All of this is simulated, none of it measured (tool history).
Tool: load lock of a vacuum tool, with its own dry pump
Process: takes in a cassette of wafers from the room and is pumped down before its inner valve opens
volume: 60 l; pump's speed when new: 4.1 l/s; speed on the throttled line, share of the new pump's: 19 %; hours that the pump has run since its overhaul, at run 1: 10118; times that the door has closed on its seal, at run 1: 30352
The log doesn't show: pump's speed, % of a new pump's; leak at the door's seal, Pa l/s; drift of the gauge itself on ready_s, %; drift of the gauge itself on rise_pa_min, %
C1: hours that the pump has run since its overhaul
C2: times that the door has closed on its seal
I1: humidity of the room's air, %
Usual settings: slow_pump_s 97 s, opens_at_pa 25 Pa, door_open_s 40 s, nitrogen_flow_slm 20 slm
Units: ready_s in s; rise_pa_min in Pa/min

{"run": 1, "hour": 0.0, "slow_pump_s": 97, "opens_at_pa": 25, "door_open_s": 40, "nitrogen_flow_slm": 20, "C1": 10118, "C2": 30352, "I1": 46.8, "ready_s": 215.8, "rise_pa_min": 0.124}
{"run": 2, "hour": 300.8, "slow_pump_s": 97, "opens_at_pa": 25, "door_open_s": 40, "nitrogen_flow_slm": 20, "C1": 10419, "C2": 31589, "I1": 48.6, "ready_s": 213.3, "rise_pa_min": 0.13}
{"run": 3, "hour": 911.7, "slow_pump_s": 97, "opens_at_pa": 25, "door_open_s": 40, "nitrogen_flow_slm": 20, "C1": 11030, "C2": 34103, "I1": 47.7, "ready_s": 217.6, "rise_pa_min": 0.147}
{"run": 4, "hour": 1452.1, "slow_pump_s": 97, "opens_at_pa": 25, "door_open_s": 40, "nitrogen_flow_slm": 20, "C1": 11570, "C2": 36326, "I1": 47, "ready_s": 215.9, "rise_pa_min": 0.158}
{"run": 5, "hour": 1979.4, "slow_pump_s": 97, "opens_at_pa": 25, "door_open_s": 40, "nitrogen_flow_slm": 20, "C1": 12098, "C2": 38495, "I1": 47.3, "ready_s": 216.9, "rise_pa_min": 0.17}
{"run": 6, "hour": 2413.4, "slow_pump_s": 97, "opens_at_pa": 25, "door_open_s": 40, "nitrogen_flow_slm": 20, "C1": 12531, "C2": 40281, "I1": 46.8, "ready_s": 217.4, "rise_pa_min": 0.179}
{"run": 7, "hour": 2978.3, "slow_pump_s": 97, "opens_at_pa": 25, "door_open_s": 40, "nitrogen_flow_slm": 20, "C1": 13096, "C2": 42605, "I1": 45.3, "ready_s": 217.1, "rise_pa_min": 0.206}
{"run": 8, "hour": 3618.5, "slow_pump_s": 97, "opens_at_pa": 25, "door_open_s": 40, "nitrogen_flow_slm": 20, "C1": 13737, "C2": 45239, "I1": 46.2, "ready_s": 218.6, "rise_pa_min": 0.22}
{"hour": 3732.2, "done": "door's seal changed, seat wiped"}
{"run": 9, "hour": 4113.2, "slow_pump_s": 97, "opens_at_pa": 31, "door_open_s": 189, "nitrogen_flow_slm": 20, "C1": 14230, "C2": 1568, "I1": 43.7, "ready_s": 215.6, "rise_pa_min": 0.049}
{"run": 10, "hour": 4647.8, "slow_pump_s": 97, "opens_at_pa": 31, "door_open_s": 189, "nitrogen_flow_slm": 20, "C1": 14764, "C2": 3767, "I1": 45.2, "ready_s": 218.8, "rise_pa_min": 0.053}
{"hour": 4763.5, "done": "dry pump taken out, an overhauled one fitted"}
{"run": 11, "hour": 5129.6, "slow_pump_s": 52, "opens_at_pa": 38, "door_open_s": 26, "nitrogen_flow_slm": 20, "C1": 366, "C2": 5725, "I1": 47, "ready_s": 157.4, "rise_pa_min": 0.029}
{"run": 12, "hour": 5614.0, "slow_pump_s": 97, "opens_at_pa": 30, "door_open_s": 43, "nitrogen_flow_slm": 20, "C1": 851, "C2": 7718, "I1": 42.1, "ready_s": 198.9, "rise_pa_min": 0.04}
{"run": 13, "hour": 6219.3, "slow_pump_s": 126, "opens_at_pa": 35, "door_open_s": 40, "nitrogen_flow_slm": 17, "C1": 1456, "C2": 10208, "I1": 45.2, "ready_s": 218, "rise_pa_min": 0.04}
{"run": 14, "hour": 6796.8, "slow_pump_s": 97, "opens_at_pa": 28, "door_open_s": 151, "nitrogen_flow_slm": 20, "C1": 2033, "C2": 12584, "I1": 48.7, "ready_s": 199.3, "rise_pa_min": 0.069}
{"run": 15, "hour": 7320.9, "slow_pump_s": 98, "opens_at_pa": 48, "door_open_s": 40, "nitrogen_flow_slm": 20, "C1": 2557, "C2": 14741, "I1": 44.5, "ready_s": 194.3, "rise_pa_min": 0.054}

How the hidden state differs across the entries between the runs, from the last listed run before each to the first after it:
Between runs 8 and 9: door's seal changed, seat wiped (hour 3732.2)
  pump's speed, % of a new pump's: 82.8 -> 82.1; leak at the door's seal, Pa l/s: 0.2002 -> 0.0048
  measured less the result without the state, ready_s: +21.4 -> +21.7 s; rise_pa_min: +0.201 -> +0.003 Pa/min
Between runs 10 and 11: dry pump taken out, an overhauled one fitted (hour 4763.5)
  pump's speed, % of a new pump's: 81.4 -> 99.7; leak at the door's seal, Pa l/s: 0.0087 -> 0.0126
  measured less the result without the state, ready_s: +23 -> +0.3 s; rise_pa_min: +0.007 -> +0.01 Pa/min
